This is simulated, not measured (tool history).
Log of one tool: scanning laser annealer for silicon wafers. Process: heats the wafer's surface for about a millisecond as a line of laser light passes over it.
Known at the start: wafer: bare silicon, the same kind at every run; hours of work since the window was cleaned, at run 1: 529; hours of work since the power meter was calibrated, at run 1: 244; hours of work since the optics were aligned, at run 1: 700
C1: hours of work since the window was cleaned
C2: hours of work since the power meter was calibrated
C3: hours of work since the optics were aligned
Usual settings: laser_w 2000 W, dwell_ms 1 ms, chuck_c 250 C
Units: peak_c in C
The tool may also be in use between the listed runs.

run 1 hour=0 | laser_w=2000 dwell_ms=1 chuck_c=250 | C1=529 C2=244 C3=700 | peak_c=954
run 2 hour=47.3 | laser_w=2000 dwell_ms=1 chuck_c=250 | C1=548 C2=263 C3=719 | peak_c=952
run 3 hour=105.8 | laser_w=2000 dwell_ms=1 chuck_c=250 | C1=572 C2=287 C3=743 | peak_c=953
run 4 hour=148.6 | laser_w=2000 dwell_ms=1 chuck_c=250 | C1=590 C2=305 C3=761 | peak_c=949
run 5 hour=190.7 | laser_w=2000 dwell_ms=1 chuck_c=250 | C1=607 C2=322 C3=778 | peak_c=951
run 6 hour=222.5 | laser_w=2000 dwell_ms=1 chuck_c=250 | C1=620 C2=335 C3=791 | peak_c=952
run 7 hour=263.6 | laser_w=2000 dwell_ms=1 chuck_c=250 | C1=637 C2=352 C3=808 | peak_c=949
run 8 hour=306.4 | laser_w=2000 dwell_ms=1 chuck_c=250 | C1=654 C2=370 C3=825 | peak_c=946
-- hour=316.5 optics aligned, line set to its width
run 9 hour=358.8 | laser_w=2000 dwell_ms=1 chuck_c=250 | C1=674 C2=389 C3=17 | peak_c=944
-- hour=422.9 optics aligned, line set to its width, once more
run 10 hour=422.9 | laser_w=2000 dwell_ms=1 chuck_c=251 | C1=698 C2=413 C3=0 | peak_c=956
run 11 hour=461.8 | laser_w=2000 dwell_ms=1 chuck_c=250 | C1=714 C2=429 C3=16 | peak_c=951
run 12 hour=510.2 | laser_w=1820 dwell_ms=0.97 chuck_c=289 | C1=734 C2=449 C3=36 | peak_c=913
run 13 hour=565.4 | laser_w=1820 dwell_ms=0.86 chuck_c=282 | C1=756 C2=472 C3=58 | peak_c=860
run 14 hour=627.5 | laser_w=1950 dwell_ms=1.11 chuck_c=243 | C1=782 C2=497 C3=84 | peak_c=968
run 15 hour=687.8 | laser_w=1950 dwell_ms=0.84 chuck_c=240 | C1=807 C2=522 C3=109 | peak_c=854
run 16 hour=733.8 | laser_w=2115 dwell_ms=1.17 chuck_c=264 | C1=826 C2=541 C3=127 | peak_c=1079
run 17 hour=775.3 | laser_w=2120 dwell_ms=0.94 chuck_c=223 | C1=843 C2=558 C3=144 | peak_c=938
run 18 hour=806.1 | laser_w=1854 dwell_ms=1 chuck_c=256 | C1=855 C2=570 C3=157 | peak_c=903
-- hour=816.5 window over the wafer cleaned
run 19 hour=869.5 | laser_w=1854 dwell_ms=1 chuck_c=256 | C1=22 C2=596 C3=182 | peak_c=921
run 20 hour=909.4 | laser_w=1813 dwell_ms=1 chuck_c=250 | C1=38 C2=612 C3=199 | peak_c=906
run 21 hour=949.5 | laser_w=2052 dwell_ms=1.13 chuck_c=250 | C1=55 C2=628 C3=215 | peak_c=1048
run 22 hour=1008.5 | laser_w=2184 dwell_ms=1 chuck_c=250 | C1=79 C2=653 C3=239 | peak_c=1038

Hidden state at the last listed run before each entry between runs and at the first one after, where it differs:
Between runs 8 and 9: optics aligned, line set to its width (hour 316.5)
  light that passes the window, % of a clean one's: 97.2 -> 97.13; laser's true power over the reading, %: -0.4 -> -0.41; width of the line over the set one, %: 2.37 -> 3.83
  measured less the result without the state, peak_c: -31 -> -36 C
Between runs 9 and 10: optics aligned, line set to its width, once more (hour 422.9)
  light that passes the window, % of a clean one's: 97.13 -> 97.03; width of the line over the set one, %: 3.83 -> 0.17
  measured less the result without the state, peak_c: -36 -> -26 C
Between runs 18 and 19: window over the wafer cleaned (hour 816.5)
  light that passes the window, % of a clean one's: 96.41 -> 99.83; laser's true power over the reading, %: -0.48 -> -0.49; width of the line over the set one, %: 0.55 -> 0.6
  measured less the result without the state, peak_c: -30 -> -7 C
